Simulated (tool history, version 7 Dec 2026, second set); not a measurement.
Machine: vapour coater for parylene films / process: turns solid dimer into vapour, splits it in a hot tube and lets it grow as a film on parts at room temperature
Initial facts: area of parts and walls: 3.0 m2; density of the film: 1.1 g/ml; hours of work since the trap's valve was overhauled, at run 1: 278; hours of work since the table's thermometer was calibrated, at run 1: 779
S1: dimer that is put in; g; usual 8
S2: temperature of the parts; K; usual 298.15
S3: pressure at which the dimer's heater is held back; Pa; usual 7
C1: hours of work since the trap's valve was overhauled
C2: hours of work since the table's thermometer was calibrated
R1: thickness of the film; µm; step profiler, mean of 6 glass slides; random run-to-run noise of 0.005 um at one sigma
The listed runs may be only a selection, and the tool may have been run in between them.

run 1 hour=0 | S1=8 S2=298.15 S3=7 | C1=278 C2=779 | R1=1.039
run 2 hour=19 | S1=8 S2=298.15 S3=7 | C1=288 C2=788 | R1=1.049
-- hour=42.4 trap's valve overhauled
run 3 hour=43.9 | S1=6 S2=298.15 S3=7 | C1=1 C2=799 | R1=0.825
run 4 hour=62.6 | S1=8 S2=298.15 S3=7 | C1=10 C2=809 | R1=1.09
run 5 hour=104.7 | S1=8 S2=298.15 S3=8.13 | C1=32 C2=830 | R1=1.078
run 6 hour=135.3 | S1=8 S2=298.15 S3=8.13 | C1=48 C2=846 | R1=1.075
run 7 hour=175.6 | S1=8 S2=307.15 S3=8.13 | C1=68 C2=867 | R1=0.754
run 8 hour=205.7 | S1=8 S2=307.15 S3=8.13 | C1=84 C2=882 | R1=0.755
run 9 hour=235.3 | S1=8 S2=307.15 S3=8.13 | C1=99 C2=897 | R1=0.755
run 10 hour=271.2 | S1=8 S2=307.15 S3=7 | C1=117 C2=916 | R1=0.768
run 11 hour=291.6 | S1=8 S2=296.15 S3=7 | C1=128 C2=926 | R1=1.161
run 12 hour=316.8 | S1=8 S2=296.15 S3=7 | C1=141 C2=939 | R1=1.144
run 13 hour=339.4 | S1=8 S2=296.15 S3=7 | C1=152 C2=951 | R1=1.153
run 14 hour=364.7 | S1=8 S2=298.15 S3=7 | C1=165 C2=964 | R1=1.07
run 15 hour=392.6 | S1=8 S2=298.15 S3=5.51 | C1=180 C2=978 | R1=1.082
run 16 hour=414.4 | S1=8 S2=298.15 S3=5.51 | C1=191 C2=989 | R1=1.078
run 17 hour=438.2 | S1=8 S2=298.15 S3=5.51 | C1=203 C2=1001 | R1=1.069
run 18 hour=456.9 | S1=8 S2=298.15 S3=5.51 | C1=213 C2=1011 | R1=1.069
run 19 hour=491.5 | S1=8 S2=298.15 S3=5.51 | C1=230 C2=1029 | R1=1.065
run 20 hour=529.4 | S1=8 S2=298.15 S3=7 | C1=250 C2=1048 | R1=1.044
run 21 hour=569.1 | S1=8 S2=298.15 S3=7 | C1=270 C2=1068 | R1=1.044
run 22 hour=610.8 | S1=8 S2=298.15 S3=7 | C1=291 C2=1090 | R1=1.036
-- hour=627.1 trap's valve overhauled
run 23 hour=650.9 | S1=8 S2=298.15 S3=7 | C1=12 C2=1108 | R1=1.069
run 24 hour=679.3 | S1=12 S2=307.15 S3=4.41 | C1=27 C2=1123 | R1=1.177
run 25 hour=697.6 | S1=12 S2=296.15 S3=4.41 | C1=36 C2=1132 | R1=1.789
run 26 hour=722.1 | S1=5 S2=303.15 S3=11.13 | C1=49 C2=1145 | R1=0.534
run 27 hour=746.6 | S1=8 S2=301.15 S3=10.48 | C1=61 C2=1157 | R1=0.919
run 28 hour=777.5 | S1=6 S2=303.15 S3=7.68 | C1=77 C2=1173 | R1=0.66
run 29 hour=814.4 | S1=6 S2=303.15 S3=7.68 | C1=96 C2=1192 | R1=0.653
run 30 hour=854.6 | S1=7 S2=298.15 S3=7 | C1=117 C2=1213 | R1=0.914
run 31 hour=896.6 | S1=8 S2=298.15 S3=4.6 | C1=138 C2=1234 | R1=1.077
run 32 hour=941.4 | S1=8 S2=296.15 S3=7 | C1=161 C2=1257 | R1=1.129
run 33 hour=971.4 | S1=8 S2=296.15 S3=7 | C1=176 C2=1273 | R1=1.125
run 34 hour=1016.4 | S1=8 S2=296.15 S3=7 | C1=200 C2=1296 | R1=1.118
run 35 hour=1043.1 | S1=9 S2=310.15 S3=10.35 | C1=213 C2=1309 | R1=0.714
run 36 hour=1074.2 | S1=9 S2=310.15 S3=10.35 | C1=229 C2=1325 | R1=0.708
run 37 hour=1098.2 | S1=3 S2=292.15 S3=2.72 | C1=242 C2=1338 | R1=0.523
run 38 hour=1131.7 | S1=9 S2=299.15 S3=9.49 | C1=259 C2=1355 | R1=1.079
run 39 hour=1170.6 | S1=8 S2=298.15 S3=5.95 | C1=279 C2=1375 | R1=1.04
-- hour=1210.8 trap's valve overhauled
run 40 hour=1211.2 | S1=7 S2=298.15 S3=10.48 | C1=0 C2=1394 | R1=0.909
run 41 hour=1247 | S1=5 S2=298.15 S3=6.11 | C1=19 C2=1412 | R1=0.68
run 42 hour=1289.5 | S1=6 S2=301.15 S3=2.3 | C1=40 C2=1434 | R1=0.779
run 43 hour=1308.1 | S1=6 S2=294.15 S3=11.66 | C1=50 C2=1443 | R1=0.888
run 44 hour=1350.2 | S1=6 S2=294.15 S3=11.66 | C1=71 C2=1465 | R1=0.892
run 45 hour=1386.5 | S1=7 S2=298.15 S3=4.9 | C1=90 C2=1483 | R1=0.944
run 46 hour=1422.9 | S1=7 S2=298.15 S3=4.9 | C1=109 C2=1502 | R1=0.945

Below are 4 alternative next runs, each starting from the tool's condition after run 46. Predict each:
run A hour=1450.7 | S1=7 S2=307.15 S3=6.25 | C1=123 C2=1516 | R1=?
run B hour=1450.7 | S1=4 S2=298.15 S3=4.9 | C1=123 C2=1516 | R1=?
run C hour=1450.7 | S1=7 S2=304.15 S3=4.13 | C1=123 C2=1516 | R1=?
run D hour=1450.7 | S1=14 S2=303.15 S3=4.9 | C1=123 C2=1516 | R1=?

run=A R1=0.662
run=B R1=0.54
run=C R1=0.768
run=D R1=1.551
Take away the tool's hidden state, keep each run's random variation, and the runs would have read:
run=A R1=0.712
run=B R1=0.58
run=C R1=0.826
run=D R1=1.669
